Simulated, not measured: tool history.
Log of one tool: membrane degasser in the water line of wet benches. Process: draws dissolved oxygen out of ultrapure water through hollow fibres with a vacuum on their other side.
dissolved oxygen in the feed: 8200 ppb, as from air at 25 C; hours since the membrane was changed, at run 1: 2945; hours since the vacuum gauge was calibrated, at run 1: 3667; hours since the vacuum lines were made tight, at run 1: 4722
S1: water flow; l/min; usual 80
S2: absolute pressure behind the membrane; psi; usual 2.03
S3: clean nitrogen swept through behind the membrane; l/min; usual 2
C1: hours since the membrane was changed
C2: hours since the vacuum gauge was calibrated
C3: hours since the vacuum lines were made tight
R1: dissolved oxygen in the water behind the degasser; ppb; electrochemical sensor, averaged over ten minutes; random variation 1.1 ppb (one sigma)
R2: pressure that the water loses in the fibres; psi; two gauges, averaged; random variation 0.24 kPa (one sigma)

Run 1, hour 0: usual settings; C1 2945; C2 3667; C3 4722. Result: R1 802.5 ppb, R2 8.966 psi.
Run 2, hour 108: usual settings; C1 3053; C2 3775; C3 4830. Result: R1 802.2 ppb, R2 9.02 psi.
Run 3, hour 177.2: usual settings; C1 3122; C2 3845; C3 4899. Result: R1 799.3 ppb, R2 8.913 psi.
Run 4, hour 255.5: usual settings but S1 87 l/min; C1 3201; C2 3923; C3 4978. Result: R1 848.4 ppb, R2 9.71 psi.
At hour 263.8: vacuum gauge calibrated.
Run 5, hour 337.8: usual settings but S1 87 l/min; C1 3282; C2 74; C3 5059. Result: R1 851.1 ppb, R2 9.713 psi.
Run 6, hour 391.9: usual settings but S1 87 l/min, S2 1.86 psi; C1 3337; C2 128; C3 5114. Result: R1 761.6 ppb, R2 9.745 psi.
Run 7, hour 452.3: usual settings but S1 87 l/min, S2 1.86 psi; C1 3397; C2 189; C3 5174. Result: R1 762.8 ppb, R2 9.729 psi.

Forecast run 8:
Run 8, hour 512.9: usual settings but S1 110 l/min, S2 2.8 psi, S3 4.1 l/min; C1 3458; C2 249; C3 5235. Result: R1 ?, R2 ?.

{"run 8": {"R1": 847.2, "R2": 12.26}}
Without the tool's hidden state the same run would have given R1 851.5 ppb, R2 12.256 psi.

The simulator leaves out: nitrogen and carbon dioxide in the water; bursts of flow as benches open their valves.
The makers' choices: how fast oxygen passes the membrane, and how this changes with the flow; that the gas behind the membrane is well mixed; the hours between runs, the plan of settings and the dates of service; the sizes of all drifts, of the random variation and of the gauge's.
